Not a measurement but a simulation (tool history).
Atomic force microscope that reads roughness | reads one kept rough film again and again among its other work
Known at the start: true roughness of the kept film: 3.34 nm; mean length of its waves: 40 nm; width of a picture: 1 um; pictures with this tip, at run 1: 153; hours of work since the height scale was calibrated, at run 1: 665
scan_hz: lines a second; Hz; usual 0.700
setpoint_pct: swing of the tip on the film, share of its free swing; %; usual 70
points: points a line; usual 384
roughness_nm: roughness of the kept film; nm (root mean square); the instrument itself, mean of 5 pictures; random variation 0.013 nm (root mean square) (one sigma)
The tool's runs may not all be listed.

run   hour  scan_hz  setpoint_pct  points  pictures with this tip  hours of work since the height scale was calibrated  roughness_nm
  1    0.0    0.700            70     384                     153                                                  665         2.865
  2   18.8    0.700            70     384                     188                                                  679         2.785
      26.8  -- new tip fitted
  3   45.0    0.700            70     384                      34                                                  699         3.017
  4   73.2    0.700            70     384                      86                                                  720         2.928
  5  101.8    0.700            78     384                     139                                                  742         2.813
  6  123.7    0.700            78     384                     180                                                  759         2.793
     137.6  -- new tip fitted
  7  148.7    0.700            70     384                      21                                                  778         3.025
  8  170.2    0.700            70     384                      61                                                  794         2.946
  9  189.3    0.700            58     384                      96                                                  809         2.931
 10  210.4    3.721            70     384                     135                                                  825         2.723
 11  235.5    0.700            70    1010                     182                                                  844         2.807
     248.1  -- new tip fitted
 12  253.7    0.700            70    1010                      10                                                  858         3.063
 13  273.1    0.700            70    1010                      46                                                  873         3.010
 14  295.9    0.556            70     538                      89                                                  890         2.949
 15  310.2    2.778            70     538                     115                                                  901         2.821
 16  333.4    1.340            57     346                     158                                                  919         2.872
 17  352.4    1.340            57     346                     193                                                  933         2.801
     358.3  -- new tip fitted
 18  377.2    2.090            57     346                      35                                                  952         2.995
 19  391.2    0.700            59     660                      61                                                  963         2.992
 20  407.5    1.377            59     416                      91                                                  975         2.932
 21  419.3    1.377            59     416                     113                                                  984         2.895
 22  435.9    1.506            59     418                     144                                                  997         2.832
 23  463.2    1.506            59     418                     194                                                 1018         2.785
     469.5  -- new tip fitted
 24  485.4    1.506            59     271                      30                                                 1034         3.012
 25  506.6    1.506            59     271                      69                                                 1051         2.962
 26  530.4    1.506            59     271                     113                                                 1069         2.912

Forecast each of these 5 alternatives for the next run:
  A  555.6    1.492            62     384                     160                                                 1088             ?
  B  555.6    1.969            59     607                     160                                                 1088             ?
  C  555.6    1.878            59     435                     160                                                 1088             ?
  D  555.6    1.246            70     384                     160                                                 1088             ?
  E  555.6    0.532            83     405                     160                                                 1088             ?

run  roughness_nm
  A         2.834
  B         2.830
  C         2.839
  D         2.816
  E         2.844
Without the tool's hidden state the same runs would have given:
run  roughness_nm
  A         3.023
  B         3.019
  C         3.028
  D         3.003
  E         3.033
